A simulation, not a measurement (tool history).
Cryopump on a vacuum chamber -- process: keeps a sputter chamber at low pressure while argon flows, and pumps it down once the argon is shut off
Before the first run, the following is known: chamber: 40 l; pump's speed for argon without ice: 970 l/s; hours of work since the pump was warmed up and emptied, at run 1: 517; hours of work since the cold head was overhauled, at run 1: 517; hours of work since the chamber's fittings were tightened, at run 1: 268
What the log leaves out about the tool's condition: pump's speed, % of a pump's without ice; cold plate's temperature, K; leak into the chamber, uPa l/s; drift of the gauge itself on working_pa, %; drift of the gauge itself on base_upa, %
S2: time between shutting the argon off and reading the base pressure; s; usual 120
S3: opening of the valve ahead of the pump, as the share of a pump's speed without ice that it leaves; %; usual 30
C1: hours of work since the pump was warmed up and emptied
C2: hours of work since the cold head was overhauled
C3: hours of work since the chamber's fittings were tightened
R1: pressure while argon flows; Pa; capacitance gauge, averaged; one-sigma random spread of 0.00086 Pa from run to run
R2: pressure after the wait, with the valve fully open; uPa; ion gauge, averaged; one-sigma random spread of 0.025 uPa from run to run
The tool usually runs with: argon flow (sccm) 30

run 1 day=0 | argon_flow_(sccm)=30 S2=120 S3=30 | C1=517 C2=517 C3=268 | R1=0.1838 R2=1.62
run 2 day=0.758 | argon_flow_(sccm)=30 S2=120 S3=16 | C1=526 C2=526 C3=278 | R1=0.3364 R2=1.73
run 3 day=1.65 | argon_flow_(sccm)=30 S2=120 S3=16 | C1=538 C2=538 C3=289 | R1=0.3359 R2=1.66
run 4 day=2.233 | argon_flow_(sccm)=30 S2=120 S3=59 | C1=546 C2=546 C3=297 | R1=0.0985 R2=1.72
-- day=2.875 pump warmed up, emptied and cooled again
run 5 day=3.008 | argon_flow_(sccm)=30 S2=241 S3=30 | C1=2 C2=553 C3=304 | R1=0.1747 R2=1.25
run 6 day=3.562 | argon_flow_(sccm)=37 S2=120 S3=30 | C1=9 C2=560 C3=311 | R1=0.2153 R2=1.59
run 7 day=4.012 | argon_flow_(sccm)=30 S2=120 S3=22 | C1=15 C2=566 C3=317 | R1=0.2407 R2=1.64
run 8 day=4.796 | argon_flow_(sccm)=30 S2=120 S3=22 | C1=25 C2=576 C3=327 | R1=0.2382 R2=1.67
run 9 day=5.775 | argon_flow_(sccm)=30 S2=120 S3=22 | C1=38 C2=589 C3=340 | R1=0.2384 R2=1.71
run 10 day=6.762 | argon_flow_(sccm)=30 S2=120 S3=22 | C1=51 C2=602 C3=353 | R1=0.2392 R2=1.72
run 11 day=7.683 | argon_flow_(sccm)=30 S2=120 S3=30 | C1=63 C2=614 C3=365 | R1=0.1766 R2=1.7
run 12 day=8.167 | argon_flow_(sccm)=30 S2=120 S3=30 | C1=69 C2=620 C3=371 | R1=0.175 R2=1.68
run 13 day=8.838 | argon_flow_(sccm)=30 S2=120 S3=30 | C1=78 C2=629 C3=380 | R1=0.176 R2=1.83
run 14 day=9.454 | argon_flow_(sccm)=30 S2=120 S3=30 | C1=86 C2=637 C3=388 | R1=0.1767 R2=1.78
run 15 day=10.517 | argon_flow_(sccm)=30 S2=120 S3=30 | C1=99 C2=651 C3=402 | R1=0.1772 R2=1.83
run 16 day=11.221 | argon_flow_(sccm)=30 S2=120 S3=57 | C1=108 C2=660 C3=411 | R1=0.0943 R2=1.89
run 17 day=11.967 | argon_flow_(sccm)=30 S2=120 S3=30 | C1=118 C2=669 C3=420 | R1=0.1766 R2=1.91
run 18 day=12.646 | argon_flow_(sccm)=31 S2=56 S3=30 | C1=127 C2=678 C3=429 | R1=0.1842 R2=2.79
run 19 day=13.383 | argon_flow_(sccm)=31 S2=56 S3=49 | C1=137 C2=688 C3=439 | R1=0.1127 R2=2.78
run 20 day=14.321 | argon_flow_(sccm)=33 S2=153 S3=51 | C1=149 C2=700 C3=451 | R1=0.1166 R2=1.74
run 21 day=15.104 | argon_flow_(sccm)=33 S2=153 S3=51 | C1=159 C2=710 C3=461 | R1=0.1163 R2=1.82
run 22 day=15.704 | argon_flow_(sccm)=33 S2=153 S3=51 | C1=167 C2=718 C3=469 | R1=0.1151 R2=1.79
run 23 day=16.217 | argon_flow_(sccm)=33 S2=153 S3=51 | C1=173 C2=725 C3=476 | R1=0.116 R2=1.84
run 24 day=17.283 | argon_flow_(sccm)=41 S2=69 S3=28 | C1=187 C2=738 C3=490 | R1=0.2591 R2=2.54
run 25 day=18.258 | argon_flow_(sccm)=46 S2=69 S3=28 | C1=200 C2=751 C3=502 | R1=0.2905 R2=2.57
run 26 day=19.088 | argon_flow_(sccm)=14 S2=108 S3=58 | C1=211 C2=762 C3=513 | R1=0.0442 R2=2.17
run 27 day=19.871 | argon_flow_(sccm)=24 S2=101 S3=36 | C1=221 C2=772 C3=523 | R1=0.1188 R2=2.29
run 28 day=20.867 | argon_flow_(sccm)=24 S2=47 S3=27 | C1=234 C2=785 C3=536 | R1=0.1593 R2=3.39
run 29 day=21.938 | argon_flow_(sccm)=34 S2=120 S3=15 | C1=248 C2=799 C3=550 | R1=0.4006 R2=2.26
run 30 day=22.667 | argon_flow_(sccm)=29 S2=120 S3=15 | C1=257 C2=808 C3=560 | R1=0.3415 R2=2.18
run 31 day=23.529 | argon_flow_(sccm)=29 S2=120 S3=15 | C1=269 C2=820 C3=571 | R1=0.3446 R2=2.19
run 32 day=24.542 | argon_flow_(sccm)=29 S2=120 S3=15 | C1=282 C2=833 C3=584 | R1=0.3412 R2=2.28
run 33 day=25.454 | argon_flow_(sccm)=21 S2=120 S3=18 | C1=294 C2=845 C3=596 | R1=0.2073 R2=2.34
run 34 day=26.029 | argon_flow_(sccm)=27 S2=62 S3=22 | C1=301 C2=852 C3=603 | R1=0.2175 R2=2.9

What if the next run were any one of these 4? Each begins from the tool's condition after run 34:
run A day=26.762 | argon_flow_(sccm)=20 S2=111 S3=36 | C1=311 C2=862 C3=613 | R1=? R2=?
run B day=26.762 | argon_flow_(sccm)=37 S2=178 S3=45 | C1=311 C2=862 C3=613 | R1=? R2=?
run C day=26.762 | argon_flow_(sccm)=27 S2=62 S3=27 | C1=311 C2=862 C3=613 | R1=? R2=?
run D day=26.762 | argon_flow_(sccm)=13 S2=49 S3=20 | C1=311 C2=862 C3=613 | R1=? R2=?

run=A R1=0.1011 R2=2.33
run=B R1=0.1504 R2=2.13
run=C R1=0.1794 R2=2.94
run=D R1=0.1158 R2=3.41
Without the tool's hidden state the same runs would have given:
run=A R1=0.0974 R2=1.07
run=B R1=0.1435 R2=0.83
run=C R1=0.1744 R2=1.67
run=D R1=0.1134 R2=2.12
